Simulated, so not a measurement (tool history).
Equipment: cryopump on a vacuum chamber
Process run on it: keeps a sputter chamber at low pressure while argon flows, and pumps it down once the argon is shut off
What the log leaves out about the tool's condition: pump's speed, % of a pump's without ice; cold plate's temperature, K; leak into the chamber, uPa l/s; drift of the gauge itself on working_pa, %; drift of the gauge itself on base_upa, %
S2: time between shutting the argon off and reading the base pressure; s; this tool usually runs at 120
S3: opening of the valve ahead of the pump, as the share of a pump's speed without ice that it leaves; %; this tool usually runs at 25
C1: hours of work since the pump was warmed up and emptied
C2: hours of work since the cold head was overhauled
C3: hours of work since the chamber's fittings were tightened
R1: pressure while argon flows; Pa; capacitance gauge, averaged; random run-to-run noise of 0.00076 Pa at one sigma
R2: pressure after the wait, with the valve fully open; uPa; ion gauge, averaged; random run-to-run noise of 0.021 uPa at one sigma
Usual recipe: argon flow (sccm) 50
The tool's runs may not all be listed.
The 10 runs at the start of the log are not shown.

{"run": 11, "hour": 193.4, "argon flow (sccm)": 50, "S2": 120, "S3": 25, "C1": 320, "C2": 320, "C3": 1724, "R1": 0.1462, "R2": 1.27}
{"run": 12, "hour": 218.3, "argon flow (sccm)": 50, "S2": 120, "S3": 25, "C1": 334, "C2": 334, "C3": 1737, "R1": 0.1461, "R2": 1.21}
{"run": 13, "hour": 236.6, "argon flow (sccm)": 50, "S2": 120, "S3": 25, "C1": 344, "C2": 344, "C3": 1747, "R1": 0.1454, "R2": 1.25}
{"run": 14, "hour": 252.6, "argon flow (sccm)": 50, "S2": 120, "S3": 25, "C1": 352, "C2": 352, "C3": 1756, "R1": 0.1466, "R2": 1.26}
{"run": 15, "hour": 271.1, "argon flow (sccm)": 50, "S2": 120, "S3": 25, "C1": 362, "C2": 362, "C3": 1766, "R1": 0.1453, "R2": 1.25}
{"run": 16, "hour": 290.4, "argon flow (sccm)": 50, "S2": 120, "S3": 45, "C1": 373, "C2": 373, "C3": 1777, "R1": 0.0821, "R2": 1.29}
{"run": 17, "hour": 313.7, "argon flow (sccm)": 50, "S2": 120, "S3": 45, "C1": 386, "C2": 386, "C3": 1789, "R1": 0.0825, "R2": 1.21}
{"run": 18, "hour": 338.2, "argon flow (sccm)": 26, "S2": 213, "S3": 24, "C1": 399, "C2": 399, "C3": 1803, "R1": 0.078, "R2": 1.17}
{"run": 19, "hour": 360.9, "argon flow (sccm)": 23, "S2": 106, "S3": 25, "C1": 411, "C2": 411, "C3": 1815, "R1": 0.0676, "R2": 1.31}
{"run": 20, "hour": 378.4, "argon flow (sccm)": 79, "S2": 120, "S3": 20, "C1": 421, "C2": 421, "C3": 1825, "R1": 0.2872, "R2": 1.3}
{"run": 21, "hour": 403.3, "argon flow (sccm)": 57, "S2": 249, "S3": 38, "C1": 434, "C2": 434, "C3": 1838, "R1": 0.1099, "R2": 1.17}
{"run": 22, "hour": 425.1, "argon flow (sccm)": 50, "S2": 120, "S3": 16, "C1": 446, "C2": 446, "C3": 1850, "R1": 0.2268, "R2": 1.32}
{"run": 23, "hour": 443.0, "argon flow (sccm)": 50, "S2": 120, "S3": 16, "C1": 456, "C2": 456, "C3": 1860, "R1": 0.228, "R2": 1.31}
{"run": 24, "hour": 461.8, "argon flow (sccm)": 50, "S2": 120, "S3": 16, "C1": 466, "C2": 466, "C3": 1870, "R1": 0.2285, "R2": 1.3}
{"run": 25, "hour": 486.8, "argon flow (sccm)": 30, "S2": 134, "S3": 25, "C1": 480, "C2": 480, "C3": 1884, "R1": 0.0875, "R2": 1.28}
{"run": 26, "hour": 510.1, "argon flow (sccm)": 66, "S2": 62, "S3": 51, "C1": 493, "C2": 493, "C3": 1896, "R1": 0.0971, "R2": 1.52}
{"run": 27, "hour": 536.9, "argon flow (sccm)": 66, "S2": 62, "S3": 51, "C1": 507, "C2": 507, "C3": 1911, "R1": 0.0969, "R2": 1.5}
{"run": 28, "hour": 560.0, "argon flow (sccm)": 22, "S2": 83, "S3": 30, "C1": 520, "C2": 520, "C3": 1924, "R1": 0.0543, "R2": 1.49}
{"run": 29, "hour": 584.8, "argon flow (sccm)": 29, "S2": 35, "S3": 47, "C1": 533, "C2": 533, "C3": 1937, "R1": 0.0462, "R2": 1.89}
{"run": 30, "hour": 598.2, "argon flow (sccm)": 29, "S2": 35, "S3": 47, "C1": 541, "C2": 541, "C3": 1944, "R1": 0.0469, "R2": 1.9}
{"run": 31, "hour": 623.0, "argon flow (sccm)": 29, "S2": 35, "S3": 47, "C1": 554, "C2": 554, "C3": 1958, "R1": 0.0458, "R2": 1.92}
{"run": 32, "hour": 640.5, "argon flow (sccm)": 50, "S2": 120, "S3": 55, "C1": 564, "C2": 564, "C3": 1967, "R1": 0.0694, "R2": 1.38}
{"run": 33, "hour": 663.0, "argon flow (sccm)": 50, "S2": 105, "S3": 36, "C1": 576, "C2": 576, "C3": 1980, "R1": 0.1045, "R2": 1.37}

Below are 4 alternative next runs, each starting from the tool's condition after run 33. Predict each:
{"run": "A", "hour": 684.8, "argon flow (sccm)": 90, "S2": 105, "S3": 18, "C1": 588, "C2": 588, "C3": 1992, "R1": "?", "R2": "?"}
{"run": "B", "hour": 684.8, "argon flow (sccm)": 50, "S2": 120, "S3": 51, "C1": 588, "C2": 588, "C3": 1992, "R1": "?", "R2": "?"}
{"run": "C", "hour": 684.8, "argon flow (sccm)": 50, "S2": 71, "S3": 36, "C1": 588, "C2": 588, "C3": 1992, "R1": "?", "R2": "?"}
{"run": "D", "hour": 684.8, "argon flow (sccm)": 32, "S2": 252, "S3": 28, "C1": 588, "C2": 588, "C3": 1992, "R1": "?", "R2": "?"}

run=A R1=0.3627 R2=1.46
run=B R1=0.0751 R2=1.41
run=C R1=0.1032 R2=1.57
run=D R1=0.086 R2=1.29
Take away the tool's hidden state, keep each run's random variation, and the runs would have read:
run=A R1=0.3556 R2=0.4
run=B R1=0.0711 R2=0.36
run=C R1=0.0992 R2=0.53
run=D R1=0.0834 R2=0.23
